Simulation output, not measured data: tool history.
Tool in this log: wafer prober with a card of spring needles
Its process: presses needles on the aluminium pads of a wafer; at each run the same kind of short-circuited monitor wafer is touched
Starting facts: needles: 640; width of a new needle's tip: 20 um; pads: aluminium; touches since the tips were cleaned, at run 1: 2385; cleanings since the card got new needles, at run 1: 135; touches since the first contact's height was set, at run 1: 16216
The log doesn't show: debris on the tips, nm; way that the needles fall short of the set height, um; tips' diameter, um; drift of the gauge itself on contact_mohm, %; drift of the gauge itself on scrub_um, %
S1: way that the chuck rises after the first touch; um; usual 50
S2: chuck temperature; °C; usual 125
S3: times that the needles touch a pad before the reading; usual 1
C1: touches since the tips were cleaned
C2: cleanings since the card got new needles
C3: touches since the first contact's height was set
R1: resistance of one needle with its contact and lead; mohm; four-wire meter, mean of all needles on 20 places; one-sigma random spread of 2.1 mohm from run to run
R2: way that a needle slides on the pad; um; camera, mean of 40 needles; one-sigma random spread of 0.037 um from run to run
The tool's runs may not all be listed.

Run 1, day 0.000: usual settings; C1 2385; C2 135; C3 16216. Result: R1 228 mohm, R2 11.03 um.
At day 0.088: tips cleaned on abrasive film.
At day 0.496: tips cleaned on abrasive film.
At day 0.896: tips cleaned on abrasive film.
Run 2, day 1.104: usual settings; C1 1554; C2 138; C3 24288. Result: R1 232 mohm, R2 11.09 um.
At day 1.271: tips cleaned on abrasive film.
At day 1.675: tips cleaned on abrasive film.
Run 3, day 1.954: usual settings; C1 2074; C2 140; C3 30511. Result: R1 225 mohm, R2 11.14 um.
At day 2.042: tips cleaned on abrasive film.
At day 2.371: tips cleaned on abrasive film.
Run 4, day 2.671: usual settings; C1 2226; C2 142; C3 35744. Result: R1 231 mohm, R2 11.12 um.
At day 2.758: tips cleaned on abrasive film.
At day 3.154: tips cleaned on abrasive film.
At day 3.562: tips cleaned on abrasive film.
At day 3.975: tips cleaned on abrasive film.
Run 5, day 4.038: usual settings; C1 476; C2 146; C3 45717. Result: R1 229 mohm, R2 11.09 um.
At day 4.338: tips cleaned on abrasive film.
At day 4.729: tips cleaned on abrasive film.
Run 6, day 4.921: usual settings but S2 48 °C; C1 1397; C2 148; C3 52177. Result: R1 209 mohm, R2 11.09 um.
At day 5.067: tips cleaned on abrasive film.
At day 5.458: tips cleaned on abrasive film.
At day 5.871: tips cleaned on abrasive film.
Run 7, day 6.188: usual settings but S2 104 °C; C1 2344; C2 151; C3 61459. Result: R1 223 mohm, R2 11.16 um.
At day 6.275: tips cleaned on abrasive film.
At day 6.662: tips cleaned on abrasive film.
At day 7.062: tips cleaned on abrasive film.
Run 8, day 7.338: usual settings but S2 104 °C; C1 2013; C2 154; C3 69855. Result: R1 224 mohm, R2 11.12 um.
At day 7.404: tips cleaned on abrasive film.
At day 7.792: tips cleaned on abrasive film.
At day 8.167: tips cleaned on abrasive film.
Run 9, day 8.229: usual settings; C1 468; C2 157; C3 76372. Result: R1 230 mohm, R2 11.09 um.
At day 8.542: tips cleaned on abrasive film.
At day 8.871: tips cleaned on abrasive film.
Run 10, day 8.933: usual settings; C1 453; C2 159; C3 81489. Result: R1 232 mohm, R2 11.09 um.
At day 9.233: tips cleaned on abrasive film.
At day 9.608: tips cleaned on abrasive film.
Run 11, day 9.608: usual settings; C1 0; C2 161; C3 86442. Result: R1 229 mohm, R2 11.09 um.
At day 10.021: tips cleaned on abrasive film.
Run 12, day 10.342: usual settings but S2 50 °C; C1 2362; C2 162; C3 91803. Result: R1 212 mohm, R2 11.06 um.
At day 10.425: tips cleaned on abrasive film.
At day 10.821: tips cleaned on abrasive film.
At day 11.208: tips cleaned on abrasive film.
Run 13, day 11.388: usual settings but S2 50 °C; C1 1326; C2 165; C3 99462. Result: R1 212 mohm, R2 11.12 um.
At day 11.554: tips cleaned on abrasive film.
At day 11.946: tips cleaned on abrasive film.
Run 14, day 12.196: usual settings but S3 2; C1 1867; C2 167; C3 105375. Result: R1 228 mohm, R2 11.10 um.
At day 12.283: tips cleaned on abrasive film.
At day 12.675: tips cleaned on abrasive film.
At day 13.075: tips cleaned on abrasive film.
At day 13.471: tips cleaned on abrasive film.
Run 15, day 13.471: usual settings but S3 2; C1 0; C2 171; C3 114676. Result: R1 230 mohm, R2 11.09 um.
At day 13.871: tips cleaned on abrasive film.
At day 14.262: tips cleaned on abrasive film.
At day 14.617: tips cleaned on abrasive film.
Run 16, day 14.617: usual settings but S1 55 um, S2 76 °C, S3 2; C1 0; C2 174; C3 123040. Result: R1 217 mohm, R2 12.24 um.
At day 14.996: tips cleaned on abrasive film.
At day 15.379: tips cleaned on abrasive film.
At day 15.779: tips cleaned on abrasive film.
Run 17, day 15.971: usual settings but S1 68 um, S2 36 °C, S3 2; C1 1410; C2 177; C3 132947. Result: R1 204 mohm, R2 15.10 um.
At day 16.138: tips cleaned on abrasive film.
At day 16.546: tips cleaned on abrasive film.
At day 16.925: tips cleaned on abrasive film.
Run 18, day 16.925: usual settings but S1 68 um, S2 36 °C, S3 2; C1 0; C2 180; C3 139935. Result: R1 199 mohm, R2 15.07 um.
At day 17.325: tips cleaned on abrasive film.
At day 17.712: tips cleaned on abrasive film.
At day 18.079: tips cleaned on abrasive film.
Run 19, day 18.238: usual settings but S1 68 um, S2 36 °C, S3 2; C1 1167; C2 183; C3 149538. Result: R1 204 mohm, R2 15.04 um.
At day 18.479: tips cleaned on abrasive film.
At day 18.892: tips cleaned on abrasive film.
At day 19.267: tips cleaned on abrasive film.
Run 20, day 19.392: usual settings but S1 68 um, S2 36 °C, S3 2; C1 939; C2 186; C3 157978. Result: R1 202 mohm, R2 15.14 um.
At day 19.675: tips cleaned on abrasive film.
At day 20.075: tips cleaned on abrasive film.
At day 20.417: tips cleaned on abrasive film.
Run 21, day 20.417: usual settings but S1 37 um, S2 36 °C, S3 2; C1 0; C2 189; C3 165440. Result: R1 214 mohm, R2 8.18 um.
At day 20.808: tips cleaned on abrasive film.
At day 21.212: tips cleaned on abrasive film.
At day 21.604: tips cleaned on abrasive film.
Run 22, day 21.892: usual settings but S1 59 um, S2 62 °C; C1 2104; C2 192; C3 176249. Result: R1 211 mohm, R2 13.11 um.
At day 21.975: tips cleaned on abrasive film.
At day 22.367: tips cleaned on abrasive film.
Run 23, day 22.592: usual settings but S1 51 um, S3 2; C1 1642; C2 194; C3 181360. Result: R1 225 mohm, R2 11.25 um.
At day 22.754: tips cleaned on abrasive film.
At day 23.146: tips cleaned on abrasive film.
At day 23.471: height of the first contact set anew.
At day 23.542: tips cleaned on abrasive film.
Run 24, day 23.750: usual settings but S1 35 um, S2 53 °C; C1 1527; C2 197; C3 2017. Result: R1 221 mohm, R2 7.76 um.
At day 23.917: tips cleaned on abrasive film.
At day 24.246: tips cleaned on abrasive film.
At day 24.575: tips cleaned on abrasive film.
Run 25, day 24.575: usual settings but S1 41 um, S2 64 °C; C1 0; C2 200; C3 8034. Result: R1 217 mohm, R2 9.11 um.
At day 24.988: tips cleaned on abrasive film.
At day 25.488: card fitted with new needles.
At day 25.879: tips cleaned on abrasive film.
Run 26, day 26.138: usual settings but S3 2; C1 1918; C2 1; C3 4788. Result: R1 228 mohm, R2 11.11 um.
At day 26.225: tips cleaned on abrasive film.
At day 26.625: tips cleaned on abrasive film.
At day 27.017: tips cleaned on abrasive film.
At day 27.346: tips cleaned on abrasive film.
Run 27, day 27.538: usual settings but S3 2; C1 1419; C2 5; C3 14994. Result: R1 226 mohm, R2 11.12 um.
At day 27.704: tips cleaned on abrasive film.
At day 28.096: tips cleaned on abrasive film.
Run 28, day 28.342: usual settings but S1 38 um, S2 33 °C; C1 1811; C2 7; C3 20867. Result: R1 211 mohm, R2 8.46 um.

Branching from run 28: 3 alternative next runs. What would each branch give?
At day 28.496: tips cleaned on abrasive film.
At day 28.883: tips cleaned on abrasive film.
At day 29.271: tips cleaned on abrasive film.
Run A, day 29.308: usual settings but S1 46 um, S2 37 °C; C1 252; C2 10; C3 27923. Result: R1 ?, R2 ?.
At day 28.496: tips cleaned on abrasive film.
At day 28.883: tips cleaned on abrasive film.
At day 29.271: tips cleaned on abrasive film.
Run B, day 29.308: usual settings but S1 62 um; C1 252; C2 10; C3 27923. Result: R1 ?, R2 ?.
At day 28.496: tips cleaned on abrasive film.
At day 28.883: tips cleaned on abrasive film.
At day 29.271: tips cleaned on abrasive film.
Run C, day 29.308: usual settings but S2 95 °C; C1 252; C2 10; C3 27923. Result: R1 ?, R2 ?.

run   R1     R2
  A  208  10.19
  B  227  13.78
  C  221  11.11
The same runs, with their run-to-run variation unchanged, on a tool lacking any hidden condition would have given:
run   R1     R2
  A  208  10.19
  B  227  13.78
  C  221  11.11
